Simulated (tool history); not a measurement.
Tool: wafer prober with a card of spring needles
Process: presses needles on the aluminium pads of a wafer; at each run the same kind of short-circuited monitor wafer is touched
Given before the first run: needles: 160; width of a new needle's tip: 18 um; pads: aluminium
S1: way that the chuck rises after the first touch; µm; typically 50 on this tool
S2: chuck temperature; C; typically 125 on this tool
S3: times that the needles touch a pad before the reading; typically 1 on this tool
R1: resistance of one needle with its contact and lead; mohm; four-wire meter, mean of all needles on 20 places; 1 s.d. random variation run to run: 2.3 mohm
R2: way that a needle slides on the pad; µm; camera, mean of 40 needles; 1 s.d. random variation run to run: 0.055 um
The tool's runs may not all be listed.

run,day,S1,S2,S3,R1,R2
1,0.000,50,125,1,265,13.05
# day 0.308: tips cleaned on abrasive film
2,0.379,50,125,1,264,13.12
3,0.883,50,125,1,265,13.14
# day 1.067: tips cleaned on abrasive film
4,1.212,42,125,1,266,10.93
5,1.700,42,125,1,265,11.08
# day 1.854: tips cleaned on abrasive film
6,2.012,42,125,1,266,11.02
7,2.533,50,125,1,263,13.15
# day 2.621: tips cleaned on abrasive film
8,3.117,50,125,1,264,13.09
# day 3.396: tips cleaned on abrasive film
9,3.692,50,125,1,263,13.23
10,3.929,50,125,1,264,13.26
# day 4.188: tips cleaned on abrasive film
11,4.379,36,32,2,241,9.50
# day 4.942: tips cleaned on abrasive film
12,4.942,50,34,1,240,13.23
13,5.525,63,25,2,233,16.69
# day 5.708: tips cleaned on abrasive film
14,5.988,42,70,2,252,11.14
# day 6.475: tips cleaned on abrasive film
15,6.496,70,67,3,243,18.65
16,6.883,44,28,1,243,11.71
# day 7.162: height of the first contact set anew
# day 7.246: tips cleaned on abrasive film
17,7.246,44,28,1,245,11.71
18,7.650,44,28,1,238,11.79
19,7.929,55,101,1,257,14.53

Consider 3 possible next runs. They are alternatives, not a sequence: every one starts from the tool as it was left by run 19. What does each give?
# day 8.008: tips cleaned on abrasive film
A,8.242,55,111,2,?,?
# day 8.008: tips cleaned on abrasive film
B,8.242,61,91,2,?,?
# day 8.008: tips cleaned on abrasive film
C,8.242,50,33,1,?,?

run,R1,R2
A,259,14.65
B,254,16.21
C,239,13.42
What these runs would have given with no unlogged condition in the tool:
run,R1,R2
A,259,14.38
B,254,15.91
C,239,13.17
